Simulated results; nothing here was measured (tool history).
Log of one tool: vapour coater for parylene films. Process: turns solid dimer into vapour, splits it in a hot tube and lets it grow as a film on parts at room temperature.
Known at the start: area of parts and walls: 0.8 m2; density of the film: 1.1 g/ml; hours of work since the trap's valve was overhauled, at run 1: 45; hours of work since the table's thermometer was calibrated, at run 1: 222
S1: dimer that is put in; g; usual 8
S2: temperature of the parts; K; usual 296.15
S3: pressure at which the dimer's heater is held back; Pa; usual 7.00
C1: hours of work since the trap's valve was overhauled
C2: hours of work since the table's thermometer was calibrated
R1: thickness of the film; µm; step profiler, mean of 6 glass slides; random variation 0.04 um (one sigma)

run 1 day=0.000 | S1=8 S2=296.15 S3=7.00 | C1=45 C2=222 | R1=4.53
run 2 day=0.404 | S1=5 S2=296.15 S3=7.00 | C1=51 C2=228 | R1=2.81
run 3 day=0.967 | S1=8 S2=294.15 S3=7.00 | C1=60 C2=237 | R1=4.96
run 4 day=1.825 | S1=8 S2=294.15 S3=7.00 | C1=73 C2=250 | R1=4.92
run 5 day=2.554 | S1=8 S2=296.15 S3=10.32 | C1=84 C2=261 | R1=4.33
run 6 day=3.062 | S1=8 S2=296.15 S3=7.00 | C1=92 C2=269 | R1=4.47
run 7 day=3.688 | S1=8 S2=296.15 S3=7.00 | C1=101 C2=278 | R1=4.39
run 8 day=4.562 | S1=8 S2=296.15 S3=3.34 | C1=114 C2=291 | R1=4.60
run 9 day=4.979 | S1=4 S2=296.15 S3=7.00 | C1=121 C2=298 | R1=2.23
run 10 day=5.667 | S1=4 S2=296.15 S3=7.00 | C1=131 C2=308 | R1=2.22
run 11 day=6.267 | S1=8 S2=296.15 S3=7.00 | C1=140 C2=317 | R1=4.35
run 12 day=6.925 | S1=13 S2=290.15 S3=3.64 | C1=150 C2=327 | R1=9.69
run 13 day=7.783 | S1=13 S2=290.15 S3=3.64 | C1=163 C2=340 | R1=9.83
run 14 day=8.729 | S1=13 S2=292.15 S3=3.36 | C1=177 C2=355 | R1=9.00
run 15 day=9.621 | S1=13 S2=294.15 S3=5.21 | C1=191 C2=368 | R1=7.91
run 16 day=10.438 | S1=13 S2=294.15 S3=5.21 | C1=203 C2=380 | R1=7.87
run 17 day=10.821 | S1=6 S2=294.15 S3=2.52 | C1=209 C2=386 | R1=3.75
run 18 day=11.471 | S1=6 S2=289.15 S3=2.52 | C1=219 C2=396 | R1=4.75
run 19 day=11.988 | S1=4 S2=293.15 S3=7.00 | C1=227 C2=404 | R1=2.46
-- day=12.517 trap's valve overhauled
run 20 day=12.617 | S1=11 S2=290.15 S3=6.78 | C1=1 C2=411 | R1=8.24
run 21 day=13.192 | S1=11 S2=290.15 S3=10.00 | C1=10 C2=420 | R1=8.20
run 22 day=13.750 | S1=5 S2=290.15 S3=10.00 | C1=19 C2=428 | R1=3.75

4 ways to go on from here, each from the tool as it stands after run 22. What would each give?
run A day=14.462 | S1=5 S2=298.15 S3=9.01 | C1=29 C2=439 | R1=?
run B day=14.462 | S1=11 S2=303.15 S3=5.04 | C1=29 C2=439 | R1=?
run C day=14.462 | S1=3 S2=306.15 S3=9.60 | C1=29 C2=439 | R1=?
run D day=14.462 | S1=11 S2=302.15 S3=9.39 | C1=29 C2=439 | R1=?

run=A R1=2.57
run=B R1=4.63
run=C R1=1.07
run=D R1=4.61
Without the tool's hidden state the same runs would have given:
run=A R1=2.59
run=B R1=4.66
run=C R1=1.08
run=D R1=4.63

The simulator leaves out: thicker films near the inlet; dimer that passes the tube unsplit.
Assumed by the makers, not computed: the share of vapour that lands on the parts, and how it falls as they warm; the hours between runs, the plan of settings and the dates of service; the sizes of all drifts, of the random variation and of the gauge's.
